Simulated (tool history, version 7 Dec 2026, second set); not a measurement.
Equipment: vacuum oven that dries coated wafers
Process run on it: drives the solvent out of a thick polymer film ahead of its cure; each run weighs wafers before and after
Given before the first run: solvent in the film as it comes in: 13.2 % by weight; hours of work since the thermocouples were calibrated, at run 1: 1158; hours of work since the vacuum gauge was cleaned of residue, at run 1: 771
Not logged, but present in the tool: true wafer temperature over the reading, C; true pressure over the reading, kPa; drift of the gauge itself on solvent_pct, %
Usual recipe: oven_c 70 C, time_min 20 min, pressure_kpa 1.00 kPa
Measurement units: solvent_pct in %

run   hour  oven_c  time_min  pressure_kpa  hours of work since the thermocouples were calibrated  hours of work since the vacuum gauge was cleaned of residue  solvent_pct
  1    0.0      70        20          1.00                                                   1158                                                          771        2.127
  2   29.3      70        20          1.00                                                   1179                                                          793        2.151
  3   53.5      70        20          1.00                                                   1197                                                          810        2.134
  4   79.4      70        20          1.00                                                   1215                                                          829        2.146
  5  130.3      80        20          1.00                                                   1252                                                          866        0.906
  6  176.1      80        20          1.00                                                   1286                                                          899        0.932
  7  202.3      70        20          1.00                                                   1305                                                          918        2.122
  8  229.8      70        19          1.00                                                   1325                                                          938        2.298
  9  267.8      70        19          1.00                                                   1352                                                          966        2.297
 10  319.1      70        36          1.00                                                   1389                                                         1003        0.773
 11  350.8      70        36          1.00                                                   1412                                                         1026        0.774
 12  397.9      70        36          1.00                                                   1446                                                         1060        0.776
     418.2  -- oven's thermocouples calibrated
 13  428.6      70        36          1.00                                                      8                                                         1081        0.932
 14  453.8      69        20          1.00                                                     26                                                         1099        2.580
 15  484.3      69        20          0.79                                                     48                                                         1121        2.536
 16  524.3      70        20          1.00                                                     77                                                         1150        2.414
 17  558.2      70        20          1.00                                                    102                                                         1175        2.424
 18  610.8      70        20          1.00                                                    140                                                         1213        2.413
 19  652.6      70        20          1.26                                                    170                                                         1243        2.488
 20  698.1      59        20          2.00                                                    203                                                         1276        4.752
 21  742.7      59        20          2.00                                                    235                                                         1309        4.732
     748.4  -- vacuum gauge cleaned of residue and calibrated
 22  789.5      59        20          2.00                                                    268                                                           30        4.772
 23  824.7      61        35          1.00                                                    294                                                           55        2.169
 24  864.1      75        33          1.22                                                    322                                                           84        0.748
     874.5  -- vacuum gauge cleaned of residue and calibrated, once more
 25  911.9      70        10          1.00                                                    356                                                           27        4.857

Run 26 has not been measured yet. What should we expect?
 26  947.8      70        30          2.53                                                    382                                                           53            ?

solvent_pct: 1.535 %
Take away the tool's hidden state, keep the run-to-run variation as it was, and the same run would have given solvent_pct 1.581 %.

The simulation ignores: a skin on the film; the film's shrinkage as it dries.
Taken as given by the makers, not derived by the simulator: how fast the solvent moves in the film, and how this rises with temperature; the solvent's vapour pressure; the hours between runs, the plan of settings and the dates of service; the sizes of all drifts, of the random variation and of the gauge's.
